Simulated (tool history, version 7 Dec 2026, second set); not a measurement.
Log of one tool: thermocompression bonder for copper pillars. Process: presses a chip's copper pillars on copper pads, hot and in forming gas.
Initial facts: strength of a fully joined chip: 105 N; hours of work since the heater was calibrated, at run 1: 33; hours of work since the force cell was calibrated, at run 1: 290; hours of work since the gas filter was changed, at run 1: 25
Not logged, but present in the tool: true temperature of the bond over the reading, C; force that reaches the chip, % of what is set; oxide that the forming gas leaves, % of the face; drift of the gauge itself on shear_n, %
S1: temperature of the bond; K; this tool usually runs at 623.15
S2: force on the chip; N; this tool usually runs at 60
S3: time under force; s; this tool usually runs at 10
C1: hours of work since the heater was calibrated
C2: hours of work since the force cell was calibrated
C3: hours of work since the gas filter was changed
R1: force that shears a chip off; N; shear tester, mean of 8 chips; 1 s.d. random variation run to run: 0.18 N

| run | hour | S1 | S2 | S3 | C1 | C2 | C3 | R1 |
|---|---|---|---|---|---|---|---|---|
| 1 | 0 | 623.15 | 60 | 10 | 33 | 290 | 25 | 38.8 |
| 2 | 32.1 | 623.15 | 56 | 10 | 50 | 307 | 42 | 36.3 |
| 3 | 59.2 | 623.15 | 60 | 10 | 65 | 322 | 57 | 38.5 |
| 4 | 77.3 | 623.15 | 60 | 10 | 75 | 332 | 67 | 38.7 |
| 5 | 114.1 | 623.15 | 60 | 10 | 96 | 353 | 88 | 38.6 |
| 6 | 135.7 | 623.15 | 69 | 10 | 108 | 365 | 100 | 43.8 |
| 7 | 154.6 | 632.15 | 60 | 10 | 118 | 375 | 110 | 42.5 |
| 8 | 178.9 | 623.15 | 60 | 10 | 131 | 389 | 123 | 38.1 |
| 9 | 215.1 | 623.15 | 60 | 10 | 151 | 409 | 143 | 38.3 |
| 10 | 241 | 623.15 | 60 | 10 | 166 | 423 | 158 | 38.1 |
| 11 | 266.6 | 623.15 | 60 | 10 | 180 | 437 | 172 | 38.1 |
|  | 284.6 | forming gas filter changed |
| 12 | 298.3 | 623.15 | 60 | 10 | 197 | 454 | 8 | 39.2 |
| 13 | 315.1 | 623.15 | 68 | 10 | 206 | 464 | 17 | 44.3 |
| 14 | 345.2 | 623.15 | 68 | 10 | 223 | 480 | 33 | 44.1 |
| 15 | 376.8 | 623.15 | 41 | 10 | 240 | 498 | 51 | 26.8 |
| 16 | 403.9 | 623.15 | 39 | 6 | 255 | 513 | 66 | 19.8 |
| 17 | 421.6 | 623.15 | 39 | 6 | 265 | 522 | 76 | 20 |
| 18 | 461.1 | 600.15 | 49 | 14 | 287 | 544 | 97 | 27.3 |
| 19 | 491.5 | 600.15 | 49 | 14 | 304 | 561 | 114 | 27.5 |
| 20 | 511 | 600.15 | 49 | 14 | 315 | 572 | 125 | 27.2 |
| 21 | 530.5 | 617.15 | 57 | 23 | 325 | 582 | 136 | 47.2 |
| 22 | 564 | 652.15 | 60 | 16 | 344 | 601 | 154 | 59.4 |

For each entry between runs, how does the tool's hidden state at the last listed run before it compare with that at the first listed run after it?
Logged between run 11 and run 12: forming gas filter changed (hour 284.6)
  true temperature of the bond over the reading, C: 2.2 -> 2.4; force that reaches the chip, % of what is set: 97.6 -> 97.5; oxide that the forming gas leaves, % of the face: 4 -> 0.7
  difference, measured minus the result without the unlogged condition, R1: -1.3 -> +0 N
